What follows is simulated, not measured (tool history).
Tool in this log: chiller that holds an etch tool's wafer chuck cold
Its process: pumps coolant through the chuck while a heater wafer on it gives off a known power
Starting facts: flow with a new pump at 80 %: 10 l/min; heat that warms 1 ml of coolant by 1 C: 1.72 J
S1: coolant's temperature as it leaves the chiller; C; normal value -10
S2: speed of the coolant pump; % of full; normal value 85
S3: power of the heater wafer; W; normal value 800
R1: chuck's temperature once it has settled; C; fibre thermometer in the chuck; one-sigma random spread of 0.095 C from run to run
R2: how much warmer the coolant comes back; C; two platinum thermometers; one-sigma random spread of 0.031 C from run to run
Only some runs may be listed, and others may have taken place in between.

| run | hour | S1 | S2 | S3 | R1 | R2 |
|---|---|---|---|---|---|---|
| 1 | 0 | -10 | 85 | 800 | -5.04 | 2.6 |
| 2 | 109.6 | -10 | 85 | 1110 | -2.93 | 3.6 |
| 3 | 198.3 | -10 | 85 | 800 | -4.91 | 2.63 |
| 4 | 367.6 | -10 | 85 | 800 | -5.1 | 2.6 |
| 5 | 538.2 | -10 | 85 | 800 | -5.05 | 2.55 |
| 6 | 674.6 | -10 | 85 | 800 | -4.91 | 2.54 |
| 7 | 839.7 | -10 | 85 | 800 | -5.02 | 2.49 |
| 8 | 1013.7 | -10 | 73 | 800 | -4.24 | 3.02 |
| 9 | 1182.8 | -17 | 73 | 800 | -11.06 | 3 |
| 10 | 1330.3 | -17 | 73 | 611 | -12.24 | 2.21 |
| 11 | 1503.6 | -10 | 85 | 923 | -4.1 | 2.85 |
| 12 | 1692.2 | -6 | 80 | 722 | -1.2 | 2.31 |
| 13 | 1824.5 | -6 | 63 | 572 | -1.09 | 2.41 |
| 14 | 2012.9 | -10 | 86 | 800 | -5.2 | 2.41 |
| 15 | 2177.1 | -10 | 86 | 800 | -5.15 | 2.37 |
| 16 | 2317.2 | -15 | 85 | 518 | -11.53 | 1.46 |
| 17 | 2488.6 | -15 | 85 | 518 | -11.61 | 1.47 |
| 18 | 2616.8 | -10 | 63 | 800 | -3.19 | 3.38 |
| 19 | 2752.4 | -10 | 98 | 800 | -5.62 | 1.96 |
| 20 | 2926 | -10 | 98 | 800 | -5.45 | 1.97 |
| 21 | 3023.7 | -7 | 85 | 800 | -1.95 | 2.34 |

Not shown: 2 entries that the log had between the listed runs. Between which runs, and how does the tool's hidden state differ before and after?
Run 4 -> run 5: chiller's thermometer calibrated (hour 525.5)
  heat passed by the chuck's channels, % of clean ones': 99.9 -> 99.8; drift of the gauge itself on warmer_back_c, C: -0.03 -> -0.05
  measured less the result without the state, R2: -0.03 -> -0.05 C
Run 18 -> run 19: chiller's thermometer calibrated (hour 2746.6)
  drift of the gauge itself on warmer_back_c, C: -0.24 -> -0.26
  measured less the result without the state, R2: -0.23 -> -0.25 C

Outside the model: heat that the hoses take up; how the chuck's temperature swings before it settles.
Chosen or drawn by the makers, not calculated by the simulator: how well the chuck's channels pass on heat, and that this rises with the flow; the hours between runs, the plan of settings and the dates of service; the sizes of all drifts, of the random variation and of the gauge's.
